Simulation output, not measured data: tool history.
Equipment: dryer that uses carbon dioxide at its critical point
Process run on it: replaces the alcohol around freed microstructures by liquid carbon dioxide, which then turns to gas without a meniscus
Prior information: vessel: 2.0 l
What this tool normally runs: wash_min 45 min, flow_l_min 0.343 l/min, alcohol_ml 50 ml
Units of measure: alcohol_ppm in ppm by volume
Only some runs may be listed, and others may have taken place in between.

{"run": 1, "hour": 0.0, "wash_min": 45, "flow_l_min": 0.343, "alcohol_ml": 50, "alcohol_ppm": 108}
{"run": 2, "hour": 31.5, "wash_min": 45, "flow_l_min": 0.343, "alcohol_ml": 50, "alcohol_ppm": 112}
{"run": 3, "hour": 50.9, "wash_min": 45, "flow_l_min": 0.343, "alcohol_ml": 50, "alcohol_ppm": 133}
{"run": 4, "hour": 80.1, "wash_min": 45, "flow_l_min": 0.583, "alcohol_ml": 50, "alcohol_ppm": 46}
{"run": 5, "hour": 101.3, "wash_min": 45, "flow_l_min": 0.343, "alcohol_ml": 50, "alcohol_ppm": 139}
{"hour": 114.2, "done": "inlet filter changed"}
{"run": 6, "hour": 142.3, "wash_min": 45, "flow_l_min": 0.343, "alcohol_ml": 50, "alcohol_ppm": 99}
{"run": 7, "hour": 174.3, "wash_min": 45, "flow_l_min": 0.343, "alcohol_ml": 47, "alcohol_ppm": 114}
{"run": 8, "hour": 208.7, "wash_min": 45, "flow_l_min": 0.343, "alcohol_ml": 22, "alcohol_ppm": 97}
{"run": 9, "hour": 237.7, "wash_min": 45, "flow_l_min": 0.343, "alcohol_ml": 50, "alcohol_ppm": 131}
{"run": 10, "hour": 264.7, "wash_min": 45, "flow_l_min": 0.343, "alcohol_ml": 50, "alcohol_ppm": 130}
{"run": 11, "hour": 299.3, "wash_min": 45, "flow_l_min": 0.343, "alcohol_ml": 50, "alcohol_ppm": 153}
{"run": 12, "hour": 331.5, "wash_min": 45, "flow_l_min": 0.343, "alcohol_ml": 50, "alcohol_ppm": 162}
{"run": 13, "hour": 369.3, "wash_min": 45, "flow_l_min": 0.343, "alcohol_ml": 50, "alcohol_ppm": 180}
{"run": 14, "hour": 406.6, "wash_min": 45, "flow_l_min": 0.343, "alcohol_ml": 50, "alcohol_ppm": 189}
{"run": 15, "hour": 429.2, "wash_min": 45, "flow_l_min": 0.343, "alcohol_ml": 50, "alcohol_ppm": 197}
{"run": 16, "hour": 450.5, "wash_min": 45, "flow_l_min": 0.343, "alcohol_ml": 50, "alcohol_ppm": 215}
{"run": 17, "hour": 476.5, "wash_min": 45, "flow_l_min": 0.343, "alcohol_ml": 52, "alcohol_ppm": 226}
{"run": 18, "hour": 510.3, "wash_min": 45, "flow_l_min": 0.339, "alcohol_ml": 52, "alcohol_ppm": 236}
{"hour": 538.8, "done": "inlet filter changed"}
{"run": 19, "hour": 540.3, "wash_min": 45, "flow_l_min": 0.339, "alcohol_ml": 52, "alcohol_ppm": 186}
{"run": 20, "hour": 559.3, "wash_min": 45, "flow_l_min": 0.339, "alcohol_ml": 52, "alcohol_ppm": 206}
{"run": 21, "hour": 593.0, "wash_min": 45, "flow_l_min": 0.339, "alcohol_ml": 52, "alcohol_ppm": 201}
{"run": 22, "hour": 634.0, "wash_min": 45, "flow_l_min": 0.339, "alcohol_ml": 52, "alcohol_ppm": 215}
{"run": 23, "hour": 656.7, "wash_min": 45, "flow_l_min": 0.343, "alcohol_ml": 50, "alcohol_ppm": 225}
{"run": 24, "hour": 678.5, "wash_min": 45, "flow_l_min": 0.343, "alcohol_ml": 50, "alcohol_ppm": 231}
{"run": 25, "hour": 711.5, "wash_min": 45, "flow_l_min": 0.343, "alcohol_ml": 50, "alcohol_ppm": 239}
{"run": 26, "hour": 740.5, "wash_min": 34, "flow_l_min": 0.572, "alcohol_ml": 24, "alcohol_ppm": 198}
{"run": 27, "hour": 761.9, "wash_min": 45, "flow_l_min": 0.215, "alcohol_ml": 50, "alcohol_ppm": 734}
{"run": 28, "hour": 789.3, "wash_min": 46, "flow_l_min": 0.523, "alcohol_ml": 92, "alcohol_ppm": 202}
{"run": 29, "hour": 830.3, "wash_min": 46, "flow_l_min": 0.523, "alcohol_ml": 92, "alcohol_ppm": 210}
{"run": 30, "hour": 863.9, "wash_min": 46, "flow_l_min": 0.523, "alcohol_ml": 92, "alcohol_ppm": 220}
{"run": 31, "hour": 903.9, "wash_min": 46, "flow_l_min": 0.523, "alcohol_ml": 92, "alcohol_ppm": 228}
{"run": 32, "hour": 940.3, "wash_min": 45, "flow_l_min": 0.343, "alcohol_ml": 40, "alcohol_ppm": 301}
{"run": 33, "hour": 960.1, "wash_min": 64, "flow_l_min": 0.229, "alcohol_ml": 50, "alcohol_ppm": 358}
{"hour": 965.0, "done": "inlet filter changed"}
{"run": 34, "hour": 1000.1, "wash_min": 64, "flow_l_min": 0.229, "alcohol_ml": 50, "alcohol_ppm": 294}
{"run": 35, "hour": 1016.9, "wash_min": 64, "flow_l_min": 0.229, "alcohol_ml": 50, "alcohol_ppm": 310}
{"run": 36, "hour": 1051.8, "wash_min": 64, "flow_l_min": 0.23, "alcohol_ml": 94, "alcohol_ppm": 366}
{"run": 37, "hour": 1080.6, "wash_min": 64, "flow_l_min": 0.23, "alcohol_ml": 94, "alcohol_ppm": 383}
{"run": 38, "hour": 1120.8, "wash_min": 32, "flow_l_min": 0.31, "alcohol_ml": 36, "alcohol_ppm": 601}
{"run": 39, "hour": 1160.8, "wash_min": 53, "flow_l_min": 0.446, "alcohol_ml": 30, "alcohol_ppm": 286}
{"run": 40, "hour": 1181.1, "wash_min": 53, "flow_l_min": 0.446, "alcohol_ml": 30, "alcohol_ppm": 289}
{"run": 41, "hour": 1215.1, "wash_min": 53, "flow_l_min": 0.446, "alcohol_ml": 30, "alcohol_ppm": 278}
{"run": 42, "hour": 1249.2, "wash_min": 45, "flow_l_min": 0.256, "alcohol_ml": 50, "alcohol_ppm": 607}
{"hour": 1273.9, "done": "purifier's bed changed"}
{"run": 43, "hour": 1277.7, "wash_min": 45, "flow_l_min": 0.256, "alcohol_ml": 50, "alcohol_ppm": 331}
{"run": 44, "hour": 1294.6, "wash_min": 36, "flow_l_min": 0.343, "alcohol_ml": 50, "alcohol_ppm": 255}
{"run": 45, "hour": 1330.7, "wash_min": 41, "flow_l_min": 0.343, "alcohol_ml": 28, "alcohol_ppm": 99}

Run by run, hidden condition taken away, random variation retained:
What the log doesn't record here: flow that reaches the vessel past the clogged filter, %; alcohol in the recycled carbon dioxide, ppm; drift of the gauge itself on alcohol_ppm, %.
run=1 alcohol_ppm=42
run=2 alcohol_ppm=36
run=3 alcohol_ppm=48
run=4 alcohol_ppm=0
run=5 alcohol_ppm=36
run=6 alcohol_ppm=39
run=7 alcohol_ppm=42
run=8 alcohol_ppm=20
run=9 alcohol_ppm=41
run=10 alcohol_ppm=30
run=11 alcohol_ppm=40
run=12 alcohol_ppm=38
run=13 alcohol_ppm=43
run=14 alcohol_ppm=40
run=15 alcohol_ppm=39
run=16 alcohol_ppm=45
run=17 alcohol_ppm=43
run=18 alcohol_ppm=41
run=19 alcohol_ppm=41
run=20 alcohol_ppm=56
run=21 alcohol_ppm=45
run=22 alcohol_ppm=39
run=23 alcohol_ppm=46
run=24 alcohol_ppm=43
run=25 alcohol_ppm=45
run=26 alcohol_ppm=10
run=27 alcohol_ppm=389
run=28 alcohol_ppm=7
run=29 alcohol_ppm=4
run=30 alcohol_ppm=5
run=31 alcohol_ppm=4
run=32 alcohol_ppm=27
run=33 alcohol_ppm=50
run=34 alcohol_ppm=53
run=35 alcohol_ppm=59
run=36 alcohol_ppm=94
run=37 alcohol_ppm=98
run=38 alcohol_ppm=266
run=39 alcohol_ppm=10
run=40 alcohol_ppm=17
run=41 alcohol_ppm=0
run=42 alcohol_ppm=192
run=43 alcohol_ppm=189
run=44 alcohol_ppm=136
run=45 alcohol_ppm=41

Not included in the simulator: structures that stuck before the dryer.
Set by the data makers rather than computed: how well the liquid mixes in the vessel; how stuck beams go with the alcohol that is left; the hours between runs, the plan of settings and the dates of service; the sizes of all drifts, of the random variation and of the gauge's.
